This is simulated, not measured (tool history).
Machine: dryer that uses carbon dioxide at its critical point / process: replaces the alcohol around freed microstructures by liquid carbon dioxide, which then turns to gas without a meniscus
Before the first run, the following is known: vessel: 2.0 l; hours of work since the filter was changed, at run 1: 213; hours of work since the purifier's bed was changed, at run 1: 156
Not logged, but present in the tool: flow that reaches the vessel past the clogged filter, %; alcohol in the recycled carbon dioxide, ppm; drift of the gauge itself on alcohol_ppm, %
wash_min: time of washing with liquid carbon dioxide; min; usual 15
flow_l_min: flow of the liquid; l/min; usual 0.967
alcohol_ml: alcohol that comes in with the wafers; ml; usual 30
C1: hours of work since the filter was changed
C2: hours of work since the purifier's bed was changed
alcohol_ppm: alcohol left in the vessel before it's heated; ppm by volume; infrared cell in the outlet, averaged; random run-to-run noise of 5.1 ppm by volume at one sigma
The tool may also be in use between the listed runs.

run 1 hour=0.0 | wash_min=15 flow_l_min=0.967 alcohol_ml=30 | C1=213 C2=156 | alcohol_ppm=102
-- hour=6.5 inlet filter changed
run 2 hour=7.2 | wash_min=15 flow_l_min=0.967 alcohol_ml=30 | C1=0 C2=158 | alcohol_ppm=68
run 3 hour=17.0 | wash_min=15 flow_l_min=0.967 alcohol_ml=30 | C1=3 C2=161 | alcohol_ppm=73
run 4 hour=27.2 | wash_min=15 flow_l_min=1.460 alcohol_ml=30 | C1=7 C2=165 | alcohol_ppm=16
run 5 hour=40.5 | wash_min=16 flow_l_min=0.967 alcohol_ml=30 | C1=11 C2=169 | alcohol_ppm=61
run 6 hour=53.9 | wash_min=15 flow_l_min=0.967 alcohol_ml=30 | C1=16 C2=174 | alcohol_ppm=74
run 7 hour=65.1 | wash_min=15 flow_l_min=0.967 alcohol_ml=30 | C1=19 C2=177 | alcohol_ppm=67
run 8 hour=78.3 | wash_min=18 flow_l_min=0.967 alcohol_ml=30 | C1=24 C2=182 | alcohol_ppm=33
run 9 hour=91.8 | wash_min=15 flow_l_min=0.967 alcohol_ml=30 | C1=28 C2=186 | alcohol_ppm=71
run 10 hour=104.0 | wash_min=15 flow_l_min=0.833 alcohol_ml=30 | C1=32 C2=190 | alcohol_ppm=149
run 11 hour=112.2 | wash_min=15 flow_l_min=0.833 alcohol_ml=30 | C1=35 C2=193 | alcohol_ppm=150
run 12 hour=120.4 | wash_min=16 flow_l_min=0.833 alcohol_ml=30 | C1=38 C2=196 | alcohol_ppm=113
run 13 hour=130.7 | wash_min=15 flow_l_min=0.967 alcohol_ml=30 | C1=41 C2=199 | alcohol_ppm=70
run 14 hour=142.4 | wash_min=15 flow_l_min=0.967 alcohol_ml=30 | C1=45 C2=203 | alcohol_ppm=79
run 15 hour=154.6 | wash_min=15 flow_l_min=0.967 alcohol_ml=30 | C1=49 C2=207 | alcohol_ppm=75
run 16 hour=167.6 | wash_min=14 flow_l_min=0.967 alcohol_ml=30 | C1=53 C2=211 | alcohol_ppm=112
run 17 hour=179.9 | wash_min=14 flow_l_min=0.967 alcohol_ml=27 | C1=57 C2=215 | alcohol_ppm=107
run 18 hour=191.1 | wash_min=15 flow_l_min=0.967 alcohol_ml=116 | C1=61 C2=219 | alcohol_ppm=254
run 19 hour=204.3 | wash_min=15 flow_l_min=0.967 alcohol_ml=30 | C1=65 C2=223 | alcohol_ppm=89
run 20 hour=216.3 | wash_min=15 flow_l_min=0.967 alcohol_ml=30 | C1=69 C2=227 | alcohol_ppm=84
run 21 hour=226.8 | wash_min=15 flow_l_min=0.967 alcohol_ml=30 | C1=73 C2=231 | alcohol_ppm=86
run 22 hour=235.4 | wash_min=15 flow_l_min=0.967 alcohol_ml=30 | C1=76 C2=234 | alcohol_ppm=87
run 23 hour=241.4 | wash_min=15 flow_l_min=0.967 alcohol_ml=30 | C1=78 C2=236 | alcohol_ppm=81
run 24 hour=250.7 | wash_min=15 flow_l_min=0.967 alcohol_ml=30 | C1=81 C2=239 | alcohol_ppm=75
run 25 hour=264.7 | wash_min=10 flow_l_min=1.321 alcohol_ml=35 | C1=85 C2=243 | alcohol_ppm=132
run 26 hour=278.2 | wash_min=10 flow_l_min=1.321 alcohol_ml=35 | C1=90 C2=248 | alcohol_ppm=128
run 27 hour=289.2 | wash_min=10 flow_l_min=1.321 alcohol_ml=35 | C1=94 C2=251 | alcohol_ppm=132
run 28 hour=298.1 | wash_min=15 flow_l_min=0.967 alcohol_ml=60 | C1=96 C2=254 | alcohol_ppm=159
run 29 hour=308.4 | wash_min=20 flow_l_min=1.417 alcohol_ml=30 | C1=100 C2=258 | alcohol_ppm=29
run 30 hour=317.8 | wash_min=20 flow_l_min=1.417 alcohol_ml=30 | C1=103 C2=261 | alcohol_ppm=21
run 31 hour=330.0 | wash_min=10 flow_l_min=0.967 alcohol_ml=30 | C1=107 C2=265 | alcohol_ppm=444
run 32 hour=341.2 | wash_min=10 flow_l_min=0.734 alcohol_ml=73 | C1=111 C2=269 | alcohol_ppm=2499
run 33 hour=353.0 | wash_min=21 flow_l_min=1.439 alcohol_ml=79 | C1=115 C2=273 | alcohol_ppm=21
run 34 hour=360.2 | wash_min=21 flow_l_min=1.439 alcohol_ml=79 | C1=117 C2=275 | alcohol_ppm=26
run 35 hour=371.1 | wash_min=21 flow_l_min=1.439 alcohol_ml=79 | C1=121 C2=279 | alcohol_ppm=17
run 36 hour=381.9 | wash_min=21 flow_l_min=1.439 alcohol_ml=79 | C1=124 C2=282 | alcohol_ppm=25
run 37 hour=391.8 | wash_min=22 flow_l_min=0.967 alcohol_ml=78 | C1=127 C2=285 | alcohol_ppm=41
run 38 hour=401.8 | wash_min=13 flow_l_min=0.967 alcohol_ml=27 | C1=131 C2=289 | alcohol_ppm=155
run 39 hour=407.6 | wash_min=13 flow_l_min=1.180 alcohol_ml=27 | C1=133 C2=291 | alcohol_ppm=65
run 40 hour=416.8 | wash_min=14 flow_l_min=0.704 alcohol_ml=85 | C1=136 C2=294 | alcohol_ppm=1218
run 41 hour=430.7 | wash_min=14 flow_l_min=0.704 alcohol_ml=85 | C1=140 C2=298 | alcohol_ppm=1276
run 42 hour=440.6 | wash_min=15 flow_l_min=1.537 alcohol_ml=30 | C1=144 C2=302 | alcohol_ppm=24
run 43 hour=448.8 | wash_min=15 flow_l_min=0.702 alcohol_ml=30 | C1=146 C2=304 | alcohol_ppm=374
run 44 hour=456.2 | wash_min=14 flow_l_min=1.154 alcohol_ml=25 | C1=149 C2=307 | alcohol_ppm=60
run 45 hour=464.4 | wash_min=11 flow_l_min=0.967 alcohol_ml=30 | C1=152 C2=309 | alcohol_ppm=319
run 46 hour=475.4 | wash_min=11 flow_l_min=0.967 alcohol_ml=30 | C1=155 C2=313 | alcohol_ppm=320
run 47 hour=483.4 | wash_min=15 flow_l_min=0.840 alcohol_ml=30 | C1=158 C2=316 | alcohol_ppm=177
run 48 hour=494.4 | wash_min=15 flow_l_min=0.840 alcohol_ml=30 | C1=161 C2=319 | alcohol_ppm=189

Each row is a separate what-if for the run after 48, all from the same tool condition, not one after another. Results?
run A hour=503.7 | wash_min=12 flow_l_min=0.967 alcohol_ml=28 | C1=165 C2=322 | alcohol_ppm=?
run B hour=503.7 | wash_min=11 flow_l_min=0.989 alcohol_ml=94 | C1=165 C2=322 | alcohol_ppm=?
run C hour=503.7 | wash_min=12 flow_l_min=0.650 alcohol_ml=80 | C1=165 C2=322 | alcohol_ppm=?

run=A alcohol_ppm=246
run=B alcohol_ppm=889
run=C alcohol_ppm=2556
Had the tool no hidden state, the same runs would have come out as:
run=A alcohol_ppm=172
run=B alcohol_ppm=655
run=C alcohol_ppm=2080
